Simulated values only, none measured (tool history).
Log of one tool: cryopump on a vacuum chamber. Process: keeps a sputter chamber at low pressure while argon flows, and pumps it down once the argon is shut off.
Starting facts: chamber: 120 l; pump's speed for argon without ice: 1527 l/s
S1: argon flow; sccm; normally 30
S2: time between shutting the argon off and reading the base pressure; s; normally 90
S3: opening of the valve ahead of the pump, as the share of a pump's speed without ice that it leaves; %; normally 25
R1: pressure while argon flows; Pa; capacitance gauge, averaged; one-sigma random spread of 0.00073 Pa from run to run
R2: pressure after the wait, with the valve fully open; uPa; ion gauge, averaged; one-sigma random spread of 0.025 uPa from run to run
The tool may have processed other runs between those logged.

{"run": 1, "hour": 0.0, "S1": 30, "S2": 90, "S3": 25, "R1": 0.1344, "R2": 1.45}
{"run": 2, "hour": 56.7, "S1": 30, "S2": 90, "S3": 25, "R1": 0.1335, "R2": 1.55}
{"run": 3, "hour": 112.3, "S1": 30, "S2": 56, "S3": 25, "R1": 0.1349, "R2": 2.02}
{"run": 4, "hour": 179.3, "S1": 30, "S2": 56, "S3": 25, "R1": 0.1353, "R2": 2}
{"run": 5, "hour": 234.9, "S1": 31, "S2": 90, "S3": 25, "R1": 0.1392, "R2": 1.59}
{"run": 6, "hour": 296.0, "S1": 31, "S2": 90, "S3": 25, "R1": 0.1411, "R2": 1.57}
{"run": 7, "hour": 348.9, "S1": 31, "S2": 90, "S3": 25, "R1": 0.1401, "R2": 1.63}
{"run": 8, "hour": 410.8, "S1": 30, "S2": 39, "S3": 25, "R1": 0.1351, "R2": 2.64}
{"run": 9, "hour": 472.0, "S1": 30, "S2": 90, "S3": 25, "R1": 0.1353, "R2": 1.68}
{"run": 10, "hour": 516.0, "S1": 30, "S2": 90, "S3": 25, "R1": 0.1367, "R2": 1.7}
{"run": 11, "hour": 581.3, "S1": 30, "S2": 90, "S3": 29, "R1": 0.1177, "R2": 1.67}
{"run": 12, "hour": 618.6, "S1": 30, "S2": 90, "S3": 29, "R1": 0.118, "R2": 1.66}
{"run": 13, "hour": 676.3, "S1": 30, "S2": 90, "S3": 27, "R1": 0.1268, "R2": 1.67}
{"run": 14, "hour": 714.2, "S1": 30, "S2": 90, "S3": 25, "R1": 0.1367, "R2": 1.74}
{"run": 15, "hour": 761.6, "S1": 30, "S2": 90, "S3": 25, "R1": 0.1377, "R2": 1.71}
{"run": 16, "hour": 795.2, "S1": 30, "S2": 38, "S3": 25, "R1": 0.1371, "R2": 2.86}
{"run": 17, "hour": 863.5, "S1": 30, "S2": 38, "S3": 59, "R1": 0.0606, "R2": 2.86}
{"run": 18, "hour": 922.5, "S1": 19, "S2": 38, "S3": 38, "R1": 0.0585, "R2": 2.88}
{"run": 19, "hour": 962.8, "S1": 19, "S2": 67, "S3": 18, "R1": 0.121, "R2": 2.14}
{"run": 20, "hour": 1009.6, "S1": 17, "S2": 161, "S3": 60, "R1": 0.0338, "R2": 1.46}
{"run": 21, "hour": 1047.7, "S1": 17, "S2": 161, "S3": 60, "R1": 0.0347, "R2": 1.44}
{"run": 22, "hour": 1113.1, "S1": 17, "S2": 161, "S3": 60, "R1": 0.0348, "R2": 1.51}
{"run": 23, "hour": 1141.9, "S1": 30, "S2": 232, "S3": 25, "R1": 0.1389, "R2": 1.4}
{"run": 24, "hour": 1189.1, "S1": 25, "S2": 90, "S3": 33, "R1": 0.0894, "R2": 1.86}
{"run": 25, "hour": 1233.3, "S1": 25, "S2": 90, "S3": 33, "R1": 0.0895, "R2": 1.85}
{"run": 26, "hour": 1295.5, "S1": 35, "S2": 54, "S3": 26, "R1": 0.1563, "R2": 2.45}
{"run": 27, "hour": 1346.2, "S1": 17, "S2": 90, "S3": 25, "R1": 0.0794, "R2": 1.98}
{"run": 28, "hour": 1405.7, "S1": 30, "S2": 271, "S3": 42, "R1": 0.087, "R2": 1.37}
{"run": 29, "hour": 1448.8, "S1": 30, "S2": 271, "S3": 42, "R1": 0.0868, "R2": 1.49}
{"run": 30, "hour": 1479.1, "S1": 30, "S2": 66, "S3": 25, "R1": 0.1404, "R2": 2.33}
{"run": 31, "hour": 1532.3, "S1": 30, "S2": 66, "S3": 25, "R1": 0.1412, "R2": 2.33}
{"run": 32, "hour": 1574.8, "S1": 30, "S2": 198, "S3": 31, "R1": 0.1153, "R2": 1.61}
{"run": 33, "hour": 1621.5, "S1": 30, "S2": 198, "S3": 31, "R1": 0.1166, "R2": 1.66}

5 options for the next run, each taken on its own from the tool as it stands now. Forecast them:
{"run": "A", "hour": 1678.2, "S1": 14, "S2": 148, "S3": 57, "R1": "?", "R2": "?"}
{"run": "B", "hour": 1678.2, "S1": 23, "S2": 193, "S3": 33, "R1": "?", "R2": "?"}
{"run": "C", "hour": 1678.2, "S1": 14, "S2": 198, "S3": 31, "R1": "?", "R2": "?"}
{"run": "D", "hour": 1678.2, "S1": 17, "S2": 81, "S3": 31, "R1": "?", "R2": "?"}
{"run": "E", "hour": 1678.2, "S1": 30, "S2": 28, "S3": 19, "R1": "?", "R2": "?"}

run=A R1=0.0312 R2=1.83
run=B R1=0.0845 R2=1.65
run=C R1=0.0533 R2=1.62
run=D R1=0.0659 R2=2.16
run=E R1=0.1861 R2=3.89
Without the tool's unlogged condition, the same runs would have read:
run=A R1=0.027 R2=0.73
run=B R1=0.0775 R2=0.57
run=C R1=0.0491 R2=0.57
run=D R1=0.0608 R2=1.08
run=E R1=0.1769 R2=2.81

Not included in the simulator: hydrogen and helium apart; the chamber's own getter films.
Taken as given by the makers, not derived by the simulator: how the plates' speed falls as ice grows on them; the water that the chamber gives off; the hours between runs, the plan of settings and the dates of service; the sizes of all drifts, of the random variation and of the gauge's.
